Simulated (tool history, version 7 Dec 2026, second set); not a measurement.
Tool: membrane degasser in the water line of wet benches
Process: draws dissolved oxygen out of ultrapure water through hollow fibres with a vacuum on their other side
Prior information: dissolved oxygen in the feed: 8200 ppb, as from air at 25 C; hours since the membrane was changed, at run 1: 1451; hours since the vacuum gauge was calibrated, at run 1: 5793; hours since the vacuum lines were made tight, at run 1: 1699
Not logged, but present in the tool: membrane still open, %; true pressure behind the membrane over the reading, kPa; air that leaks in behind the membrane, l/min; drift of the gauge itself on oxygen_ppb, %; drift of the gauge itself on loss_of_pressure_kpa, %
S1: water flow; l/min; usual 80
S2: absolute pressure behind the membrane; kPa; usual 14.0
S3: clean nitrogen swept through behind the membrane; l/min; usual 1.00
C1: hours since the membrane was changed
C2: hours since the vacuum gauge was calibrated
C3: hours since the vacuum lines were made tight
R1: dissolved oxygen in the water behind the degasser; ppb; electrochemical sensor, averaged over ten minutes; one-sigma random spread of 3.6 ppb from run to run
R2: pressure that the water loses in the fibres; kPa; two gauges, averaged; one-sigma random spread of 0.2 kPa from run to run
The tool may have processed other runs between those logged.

| run | hour | S1 | S2 | S3 | C1 | C2 | C3 | R1 | R2 |
|---|---|---|---|---|---|---|---|---|---|
| 1 | 0.0 | 80 | 14.0 | 1.00 | 1451 | 5793 | 1699 | 1293.4 | 42.78 |
| 2 | 30.1 | 80 | 14.0 | 1.00 | 1481 | 5824 | 1729 | 1289.7 | 42.84 |
| 3 | 81.3 | 80 | 14.0 | 1.00 | 1532 | 5875 | 1780 | 1293.1 | 42.78 |
| 4 | 109.4 | 49 | 14.0 | 1.00 | 1560 | 5903 | 1808 | 929.3 | 26.64 |
| 5 | 132.0 | 49 | 14.0 | 1.00 | 1583 | 5925 | 1831 | 924.7 | 26.84 |
| 6 | 184.0 | 49 | 14.0 | 1.00 | 1635 | 5977 | 1883 | 926.8 | 26.72 |
| 7 | 221.2 | 49 | 14.0 | 1.00 | 1672 | 6015 | 1920 | 925.8 | 26.66 |
| 8 | 273.7 | 49 | 14.0 | 1.00 | 1725 | 6067 | 1972 | 924.8 | 26.88 |
| 9 | 321.3 | 80 | 14.0 | 1.17 | 1772 | 6115 | 2020 | 1165.3 | 43.77 |
| 10 | 368.1 | 80 | 14.0 | 1.17 | 1819 | 6162 | 2067 | 1169.8 | 43.97 |
| 11 | 392.0 | 80 | 14.0 | 1.17 | 1843 | 6186 | 2091 | 1169.2 | 43.93 |
| 12 | 444.1 | 80 | 14.0 | 1.17 | 1895 | 6238 | 2143 | 1173.5 | 43.71 |
| 13 | 467.6 | 80 | 14.0 | 1.17 | 1919 | 6261 | 2166 | 1172.9 | 43.95 |
|  | 500.4 | gauge calibrated |
| 14 | 520.5 | 80 | 14.0 | 1.17 | 1972 | 6314 | 2219 | 1174.3 | 43.09 |
| 15 | 568.6 | 80 | 14.0 | 1.17 | 2020 | 6362 | 2267 | 1163.2 | 43.08 |
| 16 | 606.9 | 80 | 14.0 | 1.17 | 2058 | 6400 | 2306 | 1165.0 | 43.23 |
| 17 | 650.6 | 80 | 13.5 | 1.45 | 2102 | 6444 | 2349 | 973.3 | 43.57 |
| 18 | 702.8 | 80 | 13.5 | 1.45 | 2154 | 6496 | 2402 | 975.5 | 43.84 |
| 19 | 756.9 | 78 | 30.8 | 0.66 | 2208 | 6550 | 2456 | 3354.2 | 42.48 |
| 20 | 788.9 | 78 | 30.8 | 0.66 | 2240 | 6582 | 2488 | 3344.2 | 42.64 |
| 21 | 812.2 | 78 | 30.8 | 0.56 | 2263 | 6606 | 2511 | 3620.0 | 42.73 |
| 22 | 836.5 | 111 | 9.7 | 0.81 | 2288 | 6630 | 2535 | 1143.4 | 61.18 |
| 23 | 882.7 | 69 | 12.5 | 2.30 | 2334 | 6676 | 2582 | 564.6 | 38.04 |
| 24 | 908.3 | 126 | 8.5 | 2.70 | 2359 | 6702 | 2607 | 513.6 | 69.30 |
| 25 | 952.2 | 55 | 27.9 | 0.48 | 2403 | 6746 | 2651 | 3058.0 | 30.35 |

What will run 26 give?
| 26 | 984.0 | 116 | 18.1 | 0.95 | 2435 | 6777 | 2683 | ? | ? |

R1: 2177.4 ppb
R2: 63.76 kPa
The same run, on a tool lacking any hidden state, would have yielded R1 2176.8 ppb, R2 62.15 kPa.
